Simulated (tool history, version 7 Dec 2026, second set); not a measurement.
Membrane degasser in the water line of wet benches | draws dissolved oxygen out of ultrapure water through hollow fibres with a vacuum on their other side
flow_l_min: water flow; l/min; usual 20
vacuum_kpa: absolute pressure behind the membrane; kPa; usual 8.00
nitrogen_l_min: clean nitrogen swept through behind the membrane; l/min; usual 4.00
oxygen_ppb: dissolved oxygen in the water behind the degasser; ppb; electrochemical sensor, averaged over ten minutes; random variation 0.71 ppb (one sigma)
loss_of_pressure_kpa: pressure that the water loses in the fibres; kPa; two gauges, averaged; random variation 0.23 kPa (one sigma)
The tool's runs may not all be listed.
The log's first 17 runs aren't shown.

run,hour,flow_l_min,vacuum_kpa,nitrogen_l_min,oxygen_ppb,loss_of_pressure_kpa
18,2732.9,24,8.00,4.00,93.0,75.28
19,2825.5,15,8.00,4.00,47.3,47.59
20,2985.3,19,8.00,1.86,126.1,59.52
21,3128.3,19,12.82,2.25,201.8,60.18
22,3272.2,15,5.41,2.82,33.4,47.58
# hour 3284.5: seals of the vacuum lines changed
23,3461.6,17,12.82,4.00,106.9,53.89
24,3649.9,17,12.82,1.73,226.8,53.47
25,3812.3,21,12.95,8.76,71.7,66.92
26,4010.4,16,8.00,8.15,28.0,50.84
27,4197.0,19,5.93,3.38,49.3,60.43
28,4391.3,21,8.12,4.00,80.1,66.99
29,4525.1,14,13.32,3.76,96.6,45.04
30,4646.5,16,12.77,7.43,56.6,50.88
31,4786.0,16,12.77,7.43,55.4,51.28
32,4883.7,16,9.83,2.64,104.1,51.08

Forecast each of these 4 alternatives for the next run:
A,5102.1,20,9.83,10.88,?,?
B,5102.1,16,5.63,1.61,?,?
C,5102.1,23,17.15,6.43,?,?
D,5102.1,16,9.83,2.03,?,?

run,oxygen_ppb,loss_of_pressure_kpa
A,43.7,64.20
B,67.9,51.17
C,145.1,73.64
D,131.2,50.83
Without the tool's hidden state the same runs would have given:
run,oxygen_ppb,loss_of_pressure_kpa
A,37.5,59.52
B,58.8,47.44
C,134.1,68.28
D,123.5,47.12

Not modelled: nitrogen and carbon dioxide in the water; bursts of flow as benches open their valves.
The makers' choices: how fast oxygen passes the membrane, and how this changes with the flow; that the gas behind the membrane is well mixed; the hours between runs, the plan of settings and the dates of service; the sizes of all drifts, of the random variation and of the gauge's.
